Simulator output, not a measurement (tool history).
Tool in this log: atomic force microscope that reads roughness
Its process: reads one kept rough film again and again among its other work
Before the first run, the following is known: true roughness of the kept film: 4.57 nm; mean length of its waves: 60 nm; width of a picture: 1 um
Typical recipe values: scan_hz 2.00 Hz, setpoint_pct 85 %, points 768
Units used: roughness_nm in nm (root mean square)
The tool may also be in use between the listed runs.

run,hour,scan_hz,setpoint_pct,points,roughness_nm
1,0.0,2.00,85,768,3.508
2,47.8,2.98,85,768,3.184
3,106.9,2.98,85,768,3.153
4,157.8,2.00,70,768,3.778
5,200.3,2.00,86,768,3.344
# hour 234.0: new tip fitted
6,258.4,2.00,59,768,4.075
7,295.2,2.00,59,768,4.062
8,342.8,2.00,59,768,3.988
9,421.4,2.00,59,768,3.943
# hour 468.3: new tip fitted
10,470.1,2.00,59,768,4.126
11,525.3,2.00,59,768,4.047
12,568.6,2.00,59,768,3.987
13,616.3,2.00,69,768,3.778
14,661.8,2.00,69,768,3.752
# hour 705.7: new tip fitted
15,709.6,2.00,85,768,3.524
16,754.2,2.00,85,768,3.463
17,787.7,2.00,85,768,3.454
18,861.8,2.00,85,768,3.407
19,925.1,2.00,85,768,3.371
# hour 940.6: new tip fitted
20,1000.8,1.44,85,768,3.657
21,1077.0,1.44,85,768,3.607
22,1124.1,1.44,85,768,3.551
# hour 1177.0: new tip fitted
23,1185.9,1.44,85,768,3.691
24,1246.6,1.44,85,768,3.637
25,1318.5,1.44,85,768,3.603
26,1384.7,2.00,85,374,3.359
# hour 1415.3: new tip fitted
27,1450.6,0.68,85,580,3.977
28,1494.2,0.70,85,637,3.914
29,1559.3,0.70,85,637,3.861
30,1617.4,0.70,85,637,3.826
# hour 1649.6: new tip fitted
31,1688.0,1.24,62,383,4.079
32,1737.9,1.24,88,383,3.637
33,1796.8,0.74,88,972,3.810
34,1851.9,2.00,63,768,3.875
# hour 1881.8: new tip fitted
# hour 1882.8: height scale calibrated on a step standard
35,1916.6,0.62,55,320,4.157
36,1979.9,1.12,83,468,3.754
# hour 2001.5: height scale calibrated on a step standard, once more
37,2023.2,1.12,64,291,4.043
38,2079.7,1.12,64,291,3.998
# hour 2119.3: new tip fitted
39,2149.6,1.68,85,635,3.613
40,2184.1,1.68,57,640,4.106
41,2254.0,1.68,57,640,4.054
42,2296.1,1.68,57,640,4.026
# hour 2357.3: new tip fitted
43,2375.8,1.68,57,640,4.166
44,2416.4,1.56,71,689,3.934
45,2481.3,1.21,85,768,3.695
46,2559.4,1.21,85,768,3.616
# hour 2591.0: new tip fitted
47,2597.4,1.21,85,768,3.805
48,2630.8,2.88,89,768,3.075
49,2674.5,2.33,57,650,4.019
50,2715.6,2.00,61,354,3.984
51,2794.5,2.00,61,354,3.889
# hour 2823.7: new tip fitted
52,2838.3,1.73,80,889,3.749

4 options for the next run, each taken on its own from the tool as it stands now. Forecast them:
A,2880.6,1.73,79,889,?
B,2880.6,1.51,70,520,?
C,2880.6,2.45,90,442,?
D,2880.6,2.01,68,768,?

run,roughness_nm
A,3.743
B,3.983
C,3.176
D,3.896
Take away the tool's hidden state, keep each run's random variation, and the runs would have read:
run,roughness_nm
A,3.799
B,4.043
C,3.224
D,3.955

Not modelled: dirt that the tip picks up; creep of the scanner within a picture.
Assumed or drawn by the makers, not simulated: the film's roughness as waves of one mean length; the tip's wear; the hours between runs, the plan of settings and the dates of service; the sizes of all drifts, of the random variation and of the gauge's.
